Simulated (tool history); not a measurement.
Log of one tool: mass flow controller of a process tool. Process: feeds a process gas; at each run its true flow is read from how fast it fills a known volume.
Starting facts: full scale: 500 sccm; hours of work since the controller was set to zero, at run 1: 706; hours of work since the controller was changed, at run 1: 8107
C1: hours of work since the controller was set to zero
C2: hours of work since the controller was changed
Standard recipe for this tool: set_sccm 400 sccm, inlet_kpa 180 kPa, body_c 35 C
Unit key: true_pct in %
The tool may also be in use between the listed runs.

run 1 hour=0.0 | set_sccm=400 inlet_kpa=180 body_c=35 | C1=706 C2=8107 | true_pct=101.35
run 2 hour=265.3 | set_sccm=400 inlet_kpa=180 body_c=35 | C1=898 C2=8299 | true_pct=101.28
run 3 hour=454.8 | set_sccm=400 inlet_kpa=180 body_c=35 | C1=1036 C2=8436 | true_pct=101.32
run 4 hour=613.3 | set_sccm=400 inlet_kpa=180 body_c=35 | C1=1150 C2=8551 | true_pct=101.29
run 5 hour=839.1 | set_sccm=400 inlet_kpa=180 body_c=35 | C1=1314 C2=8714 | true_pct=101.31
run 6 hour=1086.2 | set_sccm=400 inlet_kpa=180 body_c=35 | C1=1493 C2=8893 | true_pct=101.21
run 7 hour=1312.2 | set_sccm=265 inlet_kpa=180 body_c=35 | C1=1656 C2=9057 | true_pct=100.36
run 8 hour=1563.4 | set_sccm=265 inlet_kpa=180 body_c=35 | C1=1838 C2=9239 | true_pct=100.24
run 9 hour=1719.2 | set_sccm=265 inlet_kpa=180 body_c=35 | C1=1951 C2=9351 | true_pct=100.23
run 10 hour=1877.1 | set_sccm=265 inlet_kpa=180 body_c=35 | C1=2065 C2=9466 | true_pct=100.24
run 11 hour=2132.5 | set_sccm=265 inlet_kpa=180 body_c=35 | C1=2250 C2=9651 | true_pct=100.23
-- hour=2145.3 controller's zero set anew
run 12 hour=2379.9 | set_sccm=163 inlet_kpa=180 body_c=34 | C1=170 C2=9829 | true_pct=98.71
run 13 hour=2581.4 | set_sccm=163 inlet_kpa=180 body_c=39 | C1=316 C2=9975 | true_pct=98.85
run 14 hour=2728.6 | set_sccm=163 inlet_kpa=180 body_c=39 | C1=422 C2=10082 | true_pct=98.79
run 15 hour=2925.4 | set_sccm=250 inlet_kpa=194 body_c=36 | C1=565 C2=10224 | true_pct=99.84
run 16 hour=3159.4 | set_sccm=59 inlet_kpa=194 body_c=35 | C1=734 C2=10393 | true_pct=94.32
run 17 hour=3390.3 | set_sccm=59 inlet_kpa=194 body_c=35 | C1=901 C2=10561 | true_pct=94.15
run 18 hour=3520.2 | set_sccm=111 inlet_kpa=229 body_c=26 | C1=995 C2=10655 | true_pct=96.42
-- hour=3666.6 controller's zero set anew, once more
run 19 hour=3692.0 | set_sccm=111 inlet_kpa=229 body_c=26 | C1=18 C2=10779 | true_pct=99.43
run 20 hour=3852.4 | set_sccm=111 inlet_kpa=229 body_c=38 | C1=134 C2=10895 | true_pct=100.07
-- hour=3879.6 controller exchanged for a calibrated one
run 21 hour=4117.6 | set_sccm=111 inlet_kpa=229 body_c=38 | C1=172 C2=172 | true_pct=98.09
run 22 hour=4255.1 | set_sccm=152 inlet_kpa=185 body_c=35 | C1=272 C2=272 | true_pct=98.25

Consider 4 possible next runs. They are alternatives, not a sequence: every one starts from the tool as it was left by run 22. What does each give?
run A hour=4388.0 | set_sccm=152 inlet_kpa=179 body_c=35 | C1=368 C2=368 | true_pct=?
run B hour=4388.0 | set_sccm=334 inlet_kpa=266 body_c=21 | C1=368 C2=368 | true_pct=?
run C hour=4388.0 | set_sccm=448 inlet_kpa=269 body_c=35 | C1=368 C2=368 | true_pct=?
run D hour=4388.0 | set_sccm=430 inlet_kpa=192 body_c=35 | C1=368 C2=368 | true_pct=?

run=A true_pct=98.15
run=B true_pct=98.55
run=C true_pct=100.15
run=D true_pct=100.03
With the hidden condition removed and each run's random variation left untouched, the same runs would have given:
run=A true_pct=98.49
run=B true_pct=98.74
run=C true_pct=100.31
run=D true_pct=100.19
